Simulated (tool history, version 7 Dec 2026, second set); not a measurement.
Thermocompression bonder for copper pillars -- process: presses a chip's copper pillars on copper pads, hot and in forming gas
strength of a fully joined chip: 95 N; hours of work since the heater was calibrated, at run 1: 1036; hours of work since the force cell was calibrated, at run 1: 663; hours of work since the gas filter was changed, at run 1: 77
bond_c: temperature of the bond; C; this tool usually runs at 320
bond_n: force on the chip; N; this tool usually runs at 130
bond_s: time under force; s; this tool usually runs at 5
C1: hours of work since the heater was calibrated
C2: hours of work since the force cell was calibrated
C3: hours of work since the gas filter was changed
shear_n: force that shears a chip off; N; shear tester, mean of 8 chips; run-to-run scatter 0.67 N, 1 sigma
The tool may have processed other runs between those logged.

run 1 hour=0 | bond_c=320 bond_n=130 bond_s=5 | C1=1036 C2=663 C3=77 | shear_n=39.1
run 2 hour=31.1 | bond_c=320 bond_n=130 bond_s=5 | C1=1050 C2=678 C3=92 | shear_n=40
run 3 hour=78.1 | bond_c=320 bond_n=130 bond_s=5 | C1=1073 C2=700 C3=114 | shear_n=40.2
run 4 hour=147.2 | bond_c=320 bond_n=130 bond_s=5 | C1=1105 C2=733 C3=147 | shear_n=40.9
run 5 hour=196.9 | bond_c=320 bond_n=130 bond_s=5 | C1=1129 C2=757 C3=171 | shear_n=38
-- hour=220.9 force cell calibrated
run 6 hour=234.2 | bond_c=320 bond_n=130 bond_s=5 | C1=1146 C2=6 C3=188 | shear_n=39.1
run 7 hour=281.8 | bond_c=320 bond_n=152 bond_s=5 | C1=1169 C2=29 C3=210 | shear_n=40.3
-- hour=305.1 heater calibrated with a thermocouple chip
run 8 hour=317.8 | bond_c=320 bond_n=152 bond_s=5 | C1=6 C2=45 C3=226 | shear_n=45.2
run 9 hour=373.4 | bond_c=320 bond_n=152 bond_s=5 | C1=32 C2=72 C3=253 | shear_n=45
run 10 hour=438.8 | bond_c=320 bond_n=152 bond_s=5 | C1=64 C2=103 C3=284 | shear_n=44.9
run 11 hour=501.9 | bond_c=300 bond_n=152 bond_s=5 | C1=94 C2=133 C3=314 | shear_n=36.1
run 12 hour=544.4 | bond_c=320 bond_n=130 bond_s=5 | C1=114 C2=153 C3=334 | shear_n=42.5
-- hour=570.8 forming gas filter changed
run 13 hour=581.4 | bond_c=320 bond_n=130 bond_s=5 | C1=131 C2=170 C3=5 | shear_n=43.3
run 14 hour=616.5 | bond_c=320 bond_n=80 bond_s=5 | C1=148 C2=187 C3=22 | shear_n=31
run 15 hour=661.7 | bond_c=320 bond_n=114 bond_s=5 | C1=169 C2=208 C3=43 | shear_n=40.1
run 16 hour=717.6 | bond_c=320 bond_n=114 bond_s=5 | C1=196 C2=235 C3=70 | shear_n=39.5
run 17 hour=766 | bond_c=320 bond_n=114 bond_s=5 | C1=219 C2=258 C3=93 | shear_n=40
run 18 hour=815.3 | bond_c=320 bond_n=130 bond_s=3 | C1=242 C2=281 C3=116 | shear_n=35.6
run 19 hour=849.6 | bond_c=320 bond_n=130 bond_s=5 | C1=258 C2=297 C3=132 | shear_n=42.5
run 20 hour=899.6 | bond_c=320 bond_n=130 bond_s=5 | C1=282 C2=321 C3=156 | shear_n=41.4
run 21 hour=950.8 | bond_c=320 bond_n=130 bond_s=5 | C1=307 C2=346 C3=181 | shear_n=42.1
run 22 hour=1004 | bond_c=347 bond_n=130 bond_s=4 | C1=332 C2=371 C3=206 | shear_n=48.3
run 23 hour=1066.5 | bond_c=347 bond_n=130 bond_s=4 | C1=361 C2=401 C3=235 | shear_n=47.1
run 24 hour=1132.3 | bond_c=334 bond_n=103 bond_s=4 | C1=393 C2=432 C3=267 | shear_n=36.8
run 25 hour=1192.5 | bond_c=307 bond_n=176 bond_s=9 | C1=421 C2=460 C3=295 | shear_n=50.9
run 26 hour=1249.1 | bond_c=320 bond_n=160 bond_s=6 | C1=448 C2=487 C3=322 | shear_n=47.6
-- hour=1297.5 forming gas filter changed
run 27 hour=1299.7 | bond_c=300 bond_n=135 bond_s=13 | C1=472 C2=511 C3=1 | shear_n=50.1
run 28 hour=1331.7 | bond_c=293 bond_n=168 bond_s=13 | C1=487 C2=526 C3=16 | shear_n=51.8
run 29 hour=1393.5 | bond_c=293 bond_n=140 bond_s=9 | C1=517 C2=556 C3=46 | shear_n=41.3
run 30 hour=1423.7 | bond_c=340 bond_n=130 bond_s=5 | C1=531 C2=570 C3=60 | shear_n=51.5
run 31 hour=1475.3 | bond_c=320 bond_n=130 bond_s=5 | C1=555 C2=594 C3=84 | shear_n=41.5
run 32 hour=1538.4 | bond_c=299 bond_n=130 bond_s=12 | C1=585 C2=624 C3=114 | shear_n=45.7
run 33 hour=1592.4 | bond_c=330 bond_n=102 bond_s=5 | C1=611 C2=650 C3=140 | shear_n=40.1
run 34 hour=1651.3 | bond_c=330 bond_n=102 bond_s=7 | C1=639 C2=678 C3=168 | shear_n=45
run 35 hour=1687.1 | bond_c=307 bond_n=98 bond_s=10 | C1=656 C2=695 C3=185 | shear_n=39.5
run 36 hour=1725.8 | bond_c=307 bond_n=98 bond_s=10 | C1=674 C2=714 C3=203 | shear_n=39.1
run 37 hour=1793 | bond_c=320 bond_n=81 bond_s=9 | C1=706 C2=745 C3=235 | shear_n=37.2
-- hour=1836.4 force cell calibrated
run 38 hour=1859.1 | bond_c=296 bond_n=147 bond_s=4 | C1=737 C2=11 C3=266 | shear_n=28.1
run 39 hour=1888.1 | bond_c=322 bond_n=180 bond_s=4 | C1=751 C2=25 C3=280 | shear_n=43.9

Some steps in shear_n between neighbouring runs. How much of each would the tool show without its hidden state too (settings, what came in, random variation), and how much is left for the hidden state, with any gauge scatter that isn't in both results?
Hidden state present: true temperature of the bond over the reading, C; force that reaches the chip, % of what is set; oxide that the forming gas leaves, % of the face; drift of the gauge itself on shear_n, %.
Run 7 -> 8: heater calibrated with a thermocouple chip. shear_n +4.9 N: hidden state +5.5, all else -0.6.
Run 12 -> 13: forming gas filter changed. shear_n +0.8 N: hidden state +3.8, all else -3.
Run 13 -> 14: bond_n 130 -> 80. shear_n -12.3 N: hidden state -0.2, all else -12.1.
Run 24 -> 25: bond_c 334 -> 307, bond_n 103 -> 176, bond_s 4 -> 9. shear_n +14.1 N: hidden state -1.7, all else +15.8.
Run 26 -> 27: bond_c 320 -> 300, bond_n 160 -> 135, bond_s 6 -> 13, forming gas filter changed. shear_n +2.5 N: hidden state +4.1, all else -1.6.
Run 38 -> 39: bond_c 296 -> 322, bond_n 147 -> 180. shear_n +15.8 N: hidden state -1.9, all else +17.7.
